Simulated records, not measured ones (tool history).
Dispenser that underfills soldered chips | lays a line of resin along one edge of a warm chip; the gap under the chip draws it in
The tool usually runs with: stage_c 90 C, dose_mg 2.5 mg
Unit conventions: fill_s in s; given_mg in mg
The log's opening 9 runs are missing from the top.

run   hour  stage_c  dose_mg  fill_s  given_mg
      89.4  -- new syringe of resin
 10   92.4       90      2.5    33.5      2.26
 11   99.9       90      2.5    50.8       2.2
     105.9  -- new syringe of resin
 12  108.8       90      2.5    33.7       2.2
     110.5  -- dispensing valve cleaned and set on the balance
     123.3  -- new syringe of resin
 13  124.2       93      2.5    24.9      2.45
 14    133       78      2.5    85.5      2.53
     139.6  -- new syringe of resin
 15  141.9       78     2.99    55.1      2.97
     155.7  -- new syringe of resin
 16  155.7       78     2.99    49.9      2.91
 17  169.7       78     2.99   110.6      2.88
     171.6  -- new syringe of resin
 18  177.9       78     2.99    73.3      2.86

Run 19, settings as shown, results not yet in. Your forecast:
     187.8  -- new syringe of resin
 19  190.1       78     2.99       ?         ?

Run 19 produced fill_s 56.6 s, given_mg 2.82 mg.
On a tool with no hidden condition, and with the same random variation, this run would have come out at fill_s 48.7 s, given_mg 2.98 mg.

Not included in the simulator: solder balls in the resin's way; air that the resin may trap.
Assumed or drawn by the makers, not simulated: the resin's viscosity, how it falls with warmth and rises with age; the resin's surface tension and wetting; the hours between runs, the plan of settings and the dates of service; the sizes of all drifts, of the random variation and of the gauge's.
